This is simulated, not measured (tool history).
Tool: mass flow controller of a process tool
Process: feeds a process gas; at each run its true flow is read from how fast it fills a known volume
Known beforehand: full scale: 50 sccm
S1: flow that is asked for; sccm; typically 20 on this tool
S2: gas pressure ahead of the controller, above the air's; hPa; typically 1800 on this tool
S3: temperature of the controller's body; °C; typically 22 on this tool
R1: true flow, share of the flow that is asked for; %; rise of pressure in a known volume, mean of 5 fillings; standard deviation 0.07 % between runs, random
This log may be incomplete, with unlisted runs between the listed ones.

run      day  S1    S2  S3     R1
  1        0  20  1800  22  99.01
  2    9.242  20  1800  22  99.07
  3   23.933  20  1800  22  98.94
  4   34.092  20  1800  22  98.84
  5   48.796  20  1800  22  98.78
  6   58.229  20  1800  22  98.69
  7   72.638  14  1800  22  98.53
  8   84.796  14  1800  22  98.34
  9   99.879  20  1460  22  98.62
 10  110.354  22  1460  22  98.61
 11  125.388  22  1460  28   98.6
 12  132.125  22  1460  28  98.51
 13  145.533  22  1460  35  98.81
 14  157.712  20  1800  22  98.08
 15  163.804  20  1800  21  97.96
 16  177.588  10  1800  21  97.58
 17  189.038  20  1800  26  98.08
     200.021  -- gauge calibrated
 18  200.083  20  1800  29  99.39
 19   207.85  36  1800  22  99.47
 20  214.738  29  1800  22  99.41
 21      226  29  1800  22  99.17
 22    234.3  29  1800  22  99.16
 23  243.683  29  1800  22  99.18
 24  258.012  23  1800  22  98.98
 25  271.229  20  1800  22  98.64
 26  278.912  35  2310  38  99.33
 27  288.158   7  2710  20  97.81
 28  302.917   7  2260  31  98.24
 29  317.771   7  2800  31  97.91
 30  330.779   7  2800  31  97.73
 31  341.496   7  2370  23  97.51
 32  349.325   7  2370  23  97.66
 33  361.308  23  2370  33  98.28
     371.908  -- gauge calibrated
 34  373.688  23  2370  33  99.26
 35  382.729   5  1560  24  98.71
 36  393.183  29  1980  31  99.33
 37  400.958  29  1980  31  99.45
 38  414.592  44  1830  24   99.5
 39  427.792  22  2170  27   98.9
 40  441.942  16  1800  27  98.67
 41    451.6  16  1800  27  98.57
 42  458.733  16  1800  27  98.62
 43   472.05  16  1860  27  98.47
 44  479.004  13  1800  20   98.2
     485.933  -- controller's zero set anew
 45  487.908  13  1800  20  98.11
 46  503.021  13  2340  20  97.77
 47    516.3  13  2340  23  97.84

Selected run-to-run steps in R1, each split into two signed amounts: the part the tool would show with no hidden state at all (from settings, incoming material and random variation), and the remainder, which goes to the hidden state together with any gauge scatter not common to the measured and the hidden-state-free results:
Hidden state at play: flow at rest that the sensor doesn't see, % of full scale; true flow over the shown one, %; drift of the gauge itself on true_pct, %.
Run 4 -> 5: settings left as they were, no log entry in between. R1 -0.06 %: hidden state -0.11, all else +0.05.
Run 17 -> 18: S3 26 -> 29, gauge calibrated. R1 +1.31 %: hidden state +1.26, all else +0.05.
Run 26 -> 27: S1 35 -> 7, S2 2310 -> 2710, S3 38 -> 20. R1 -1.52 %: hidden state -0.07, all else -1.45.
Run 33 -> 34: gauge calibrated. R1 +0.98 %: hidden state +1.07, all else -0.09.
